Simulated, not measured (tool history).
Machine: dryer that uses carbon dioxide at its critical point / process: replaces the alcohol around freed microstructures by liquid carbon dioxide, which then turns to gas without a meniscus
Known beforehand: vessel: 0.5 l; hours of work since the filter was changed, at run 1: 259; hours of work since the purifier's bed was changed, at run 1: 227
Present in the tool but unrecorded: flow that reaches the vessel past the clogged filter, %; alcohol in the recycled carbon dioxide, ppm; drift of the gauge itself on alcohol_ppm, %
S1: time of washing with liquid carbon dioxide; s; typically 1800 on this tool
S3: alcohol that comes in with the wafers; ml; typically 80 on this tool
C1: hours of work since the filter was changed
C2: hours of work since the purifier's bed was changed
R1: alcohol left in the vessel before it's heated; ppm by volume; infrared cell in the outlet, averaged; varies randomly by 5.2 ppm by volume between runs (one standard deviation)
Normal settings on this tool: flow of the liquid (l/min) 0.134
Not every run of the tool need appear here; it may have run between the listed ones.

run 1 hour=0.0 | S1=1800 flow_of_the_liquid_(l/min)=0.134 S3=80 | C1=259 C2=227 | R1=145
run 2 hour=20.3 | S1=1800 flow_of_the_liquid_(l/min)=0.134 S3=80 | C1=269 C2=237 | R1=155
run 3 hour=41.1 | S1=1800 flow_of_the_liquid_(l/min)=0.134 S3=80 | C1=279 C2=247 | R1=153
run 4 hour=52.2 | S1=1800 flow_of_the_liquid_(l/min)=0.134 S3=80 | C1=284 C2=252 | R1=149
run 5 hour=65.5 | S1=1800 flow_of_the_liquid_(l/min)=0.134 S3=80 | C1=290 C2=259 | R1=146
run 6 hour=75.6 | S1=1800 flow_of_the_liquid_(l/min)=0.134 S3=80 | C1=295 C2=264 | R1=153

For run 7, what comes out?
run 7 hour=99.3 | S1=1200 flow_of_the_liquid_(l/min)=0.129 S3=80 | C1=307 C2=275 | R1=?

{"run 7": {"R1": 1725}}
Without the tool's hidden state the same run would have given R1 1400 ppm by volume.
